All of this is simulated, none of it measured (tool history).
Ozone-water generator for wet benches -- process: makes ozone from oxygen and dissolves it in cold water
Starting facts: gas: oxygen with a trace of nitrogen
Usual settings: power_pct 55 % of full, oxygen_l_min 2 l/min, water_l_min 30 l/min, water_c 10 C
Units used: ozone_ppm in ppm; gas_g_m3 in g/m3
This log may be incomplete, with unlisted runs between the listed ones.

run 1 hour=0 | power_pct=55 oxygen_l_min=2 water_l_min=30 water_c=10 | ozone_ppm=8.6 gas_g_m3=194.2
run 2 hour=69.6 | power_pct=55 oxygen_l_min=2.48 water_l_min=30 water_c=10 | ozone_ppm=9.3 gas_g_m3=170.8
run 3 hour=181.5 | power_pct=55 oxygen_l_min=2.48 water_l_min=30 water_c=10 | ozone_ppm=9.3 gas_g_m3=168.9
run 4 hour=278.7 | power_pct=55 oxygen_l_min=2.48 water_l_min=30 water_c=10 | ozone_ppm=9.2 gas_g_m3=170.2
run 5 hour=392.1 | power_pct=55 oxygen_l_min=2.48 water_l_min=30 water_c=10 | ozone_ppm=9.2 gas_g_m3=171
run 6 hour=529.3 | power_pct=55 oxygen_l_min=2.48 water_l_min=30 water_c=10 | ozone_ppm=9.2 gas_g_m3=169.7
run 7 hour=601.7 | power_pct=55 oxygen_l_min=1.53 water_l_min=30 water_c=10 | ozone_ppm=8 gas_g_m3=227.4
-- hour=632.4 contactor cleaned
run 8 hour=701 | power_pct=55 oxygen_l_min=1.53 water_l_min=30 water_c=10 | ozone_ppm=8.1 gas_g_m3=226.7
run 9 hour=768.9 | power_pct=55 oxygen_l_min=1.53 water_l_min=30 water_c=7 | ozone_ppm=8.3 gas_g_m3=228.5
run 10 hour=852.9 | power_pct=55 oxygen_l_min=2 water_l_min=30 water_c=10 | ozone_ppm=8.8 gas_g_m3=193.6
run 11 hour=940.5 | power_pct=55 oxygen_l_min=2 water_l_min=30 water_c=10 | ozone_ppm=8.6 gas_g_m3=193.6
run 12 hour=1058.8 | power_pct=55 oxygen_l_min=2 water_l_min=30 water_c=10 | ozone_ppm=8.7 gas_g_m3=194.5
run 13 hour=1200.8 | power_pct=55 oxygen_l_min=2.89 water_l_min=30 water_c=10 | ozone_ppm=9.6 gas_g_m3=154.7
run 14 hour=1276.3 | power_pct=55 oxygen_l_min=2.89 water_l_min=30 water_c=10 | ozone_ppm=9.5 gas_g_m3=154.9
run 15 hour=1381.9 | power_pct=55 oxygen_l_min=2 water_l_min=30 water_c=13 | ozone_ppm=8.6 gas_g_m3=194
run 16 hour=1524.9 | power_pct=55 oxygen_l_min=2 water_l_min=30 water_c=13 | ozone_ppm=8.7 gas_g_m3=195.4
run 17 hour=1657.2 | power_pct=93 oxygen_l_min=1.42 water_l_min=30 water_c=13 | ozone_ppm=11.6 gas_g_m3=345.8
run 18 hour=1773.9 | power_pct=93 oxygen_l_min=1.42 water_l_min=30 water_c=13 | ozone_ppm=11.4 gas_g_m3=345.5
run 19 hour=1872.9 | power_pct=93 oxygen_l_min=1.42 water_l_min=30 water_c=13 | ozone_ppm=11.5 gas_g_m3=347.1
run 20 hour=1995.6 | power_pct=96 oxygen_l_min=1.17 water_l_min=26 water_c=5 | ozone_ppm=13.1 gas_g_m3=397.4
run 21 hour=2100.2 | power_pct=59 oxygen_l_min=2 water_l_min=30 water_c=6 | ozone_ppm=9.4 gas_g_m3=203
run 22 hour=2232.9 | power_pct=59 oxygen_l_min=2 water_l_min=28 water_c=12 | ozone_ppm=9.9 gas_g_m3=203.9
run 23 hour=2330.6 | power_pct=73 oxygen_l_min=2.82 water_l_min=30 water_c=13 | ozone_ppm=11.4 gas_g_m3=192
run 24 hour=2420.8 | power_pct=81 oxygen_l_min=2 water_l_min=30 water_c=10 | ozone_ppm=11.5 gas_g_m3=255.3
run 25 hour=2510.1 | power_pct=95 oxygen_l_min=2 water_l_min=43 water_c=10 | ozone_ppm=8.8 gas_g_m3=287.8
run 26 hour=2615.2 | power_pct=95 oxygen_l_min=2 water_l_min=43 water_c=10 | ozone_ppm=8.8 gas_g_m3=287.1
run 27 hour=2726.7 | power_pct=95 oxygen_l_min=2 water_l_min=29 water_c=5 | ozone_ppm=13.6 gas_g_m3=287.7
run 28 hour=2809.5 | power_pct=95 oxygen_l_min=1.46 water_l_min=48 water_c=5 | ozone_ppm=7.2 gas_g_m3=344.6
-- hour=2880.1 water thermometer calibrated
run 29 hour=2880.1 | power_pct=95 oxygen_l_min=1.46 water_l_min=48 water_c=5 | ozone_ppm=7.2 gas_g_m3=344.2
run 30 hour=2967.5 | power_pct=45 oxygen_l_min=1.26 water_l_min=46 water_c=10 | ozone_ppm=3.9 gas_g_m3=223.3
run 31 hour=3072.2 | power_pct=55 oxygen_l_min=2 water_l_min=30 water_c=6 | ozone_ppm=9 gas_g_m3=191.7
run 32 hour=3181.1 | power_pct=73 oxygen_l_min=2.35 water_l_min=21 water_c=7 | ozone_ppm=15.9 gas_g_m3=216.1

Predict each of these 3 candidate next runs independently; none follows another, all start after run 32:
run A hour=3304.8 | power_pct=55 oxygen_l_min=2.64 water_l_min=30 water_c=12 | ozone_ppm=? gas_g_m3=?
run B hour=3304.8 | power_pct=67 oxygen_l_min=2 water_l_min=30 water_c=7 | ozone_ppm=? gas_g_m3=?
run C hour=3304.8 | power_pct=55 oxygen_l_min=1.01 water_l_min=24 water_c=7 | ozone_ppm=? gas_g_m3=?

run=A ozone_ppm=9.2 gas_g_m3=162.9
run=B ozone_ppm=10.5 gas_g_m3=222.3
run=C ozone_ppm=9.1 gas_g_m3=290.9
Stripped of hidden state, with their random variation kept, the same runs would have yielded:
run=A ozone_ppm=9.2 gas_g_m3=163.1
run=B ozone_ppm=10.5 gas_g_m3=222.6
run=C ozone_ppm=9.1 gas_g_m3=291.3
